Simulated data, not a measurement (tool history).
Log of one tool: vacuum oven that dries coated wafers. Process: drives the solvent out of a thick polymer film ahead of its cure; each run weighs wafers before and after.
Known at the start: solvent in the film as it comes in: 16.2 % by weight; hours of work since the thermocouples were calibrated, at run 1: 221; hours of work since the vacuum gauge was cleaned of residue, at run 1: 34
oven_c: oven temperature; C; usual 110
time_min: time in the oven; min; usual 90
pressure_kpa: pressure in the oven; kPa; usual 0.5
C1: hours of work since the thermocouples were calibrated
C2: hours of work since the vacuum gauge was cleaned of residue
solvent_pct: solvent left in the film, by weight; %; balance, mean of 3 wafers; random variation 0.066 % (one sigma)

run 1 hour=0 | oven_c=110 time_min=90 pressure_kpa=0.5 | C1=221 C2=34 | solvent_pct=4.55
run 2 hour=8.4 | oven_c=110 time_min=90 pressure_kpa=0.5 | C1=227 C2=40 | solvent_pct=4.46
run 3 hour=26.1 | oven_c=110 time_min=90 pressure_kpa=0.5 | C1=239 C2=52 | solvent_pct=4.46
run 4 hour=38.9 | oven_c=110 time_min=90 pressure_kpa=0.5 | C1=248 C2=61 | solvent_pct=4.47
run 5 hour=48.2 | oven_c=108 time_min=90 pressure_kpa=0.5 | C1=254 C2=68 | solvent_pct=5.03
run 6 hour=60.6 | oven_c=108 time_min=90 pressure_kpa=0.5 | C1=263 C2=77 | solvent_pct=5.13
run 7 hour=74.7 | oven_c=98 time_min=90 pressure_kpa=0.5 | C1=273 C2=86 | solvent_pct=8.01
run 8 hour=89.2 | oven_c=98 time_min=90 pressure_kpa=0.5 | C1=283 C2=97 | solvent_pct=8.24
run 9 hour=103.7 | oven_c=98 time_min=90 pressure_kpa=1.1 | C1=293 C2=107 | solvent_pct=8.95
run 10 hour=118.3 | oven_c=110 time_min=89 pressure_kpa=0.5 | C1=303 C2=117 | solvent_pct=4.51
run 11 hour=130.1 | oven_c=98 time_min=141 pressure_kpa=1.394 | C1=312 C2=125 | solvent_pct=8
run 12 hour=141.8 | oven_c=107 time_min=64 pressure_kpa=0.529 | C1=320 C2=133 | solvent_pct=6.94
run 13 hour=150.4 | oven_c=107 time_min=64 pressure_kpa=0.529 | C1=326 C2=139 | solvent_pct=6.86
run 14 hour=167 | oven_c=103 time_min=90 pressure_kpa=0.337 | C1=338 C2=151 | solvent_pct=6.44
run 15 hour=183.2 | oven_c=103 time_min=130 pressure_kpa=0.555 | C1=349 C2=162 | solvent_pct=5.08

Run 16 comes next. What will it give?
run 16 hour=197.6 | oven_c=107 time_min=62 pressure_kpa=1.309 | C1=359 C2=172 | solvent_pct=?

solvent_pct: 8.23 %
Without the tool's hidden state the same run would have given solvent_pct 8.04 %.
